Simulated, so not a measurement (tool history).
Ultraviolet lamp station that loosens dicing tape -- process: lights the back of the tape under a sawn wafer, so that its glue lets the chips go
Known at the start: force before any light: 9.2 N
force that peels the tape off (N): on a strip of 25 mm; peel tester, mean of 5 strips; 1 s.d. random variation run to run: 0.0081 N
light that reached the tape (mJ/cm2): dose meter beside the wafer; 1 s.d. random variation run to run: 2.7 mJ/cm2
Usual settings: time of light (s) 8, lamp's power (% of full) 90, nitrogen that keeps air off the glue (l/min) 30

run,hour,time of light (s),lamp's power (% of full),nitrogen that keeps air off the glue (l/min),force that peels the tape off (N),light that reached the tape (mJ/cm2)
1,0,8,90,30,0.354,325
2,8.6,16,90,30,0.25,640
3,17.6,16,90,30,0.243,638
4,26.9,8,90,30,0.377,317
5,32.5,8,90,30,0.371,319
6,40.7,8,90,30,0.382,312
7,46.9,8,90,30,0.376,318
8,58.6,8,90,30,0.361,316
9,69.4,8,90,44,0.335,317
10,80.5,8,90,44,0.321,315
11,89.5,8,90,30,0.357,312
12,95.3,8,90,30,0.381,314
13,106.5,11,90,30,0.276,440
14,113.7,8,90,30,0.391,311
15,123.5,8,90,30,0.39,311
16,133.4,8,90,30,0.394,314
17,145.9,8,90,30,0.391,308
18,153.8,8,90,30,0.4,311
19,163.5,8,90,30,0.385,307
20,169.4,8,90,58,0.312,311
21,177,8,90,30,0.376,312
22,184.6,8,90,17,0.53,309
23,196.1,8,61,30,0.796,205
24,203.3,7,61,20,1.324,183
25,208.8,7,61,20,1.315,183
26,219.8,9,61,18,0.885,233
27,232.7,9,61,18,0.898,228

What does the tool deliver on the next run?
28,245.3,9,61,18,?,?

For run 28 the tool returned force that peels the tape off (N) 0.886, light that reached the tape (mJ/cm2) 232.
Were there no unlogged condition in the tool, this run, its random variation unchanged, would have produced force that peels the tape off (N) 0.64, light that reached the tape (mJ/cm2) 275.
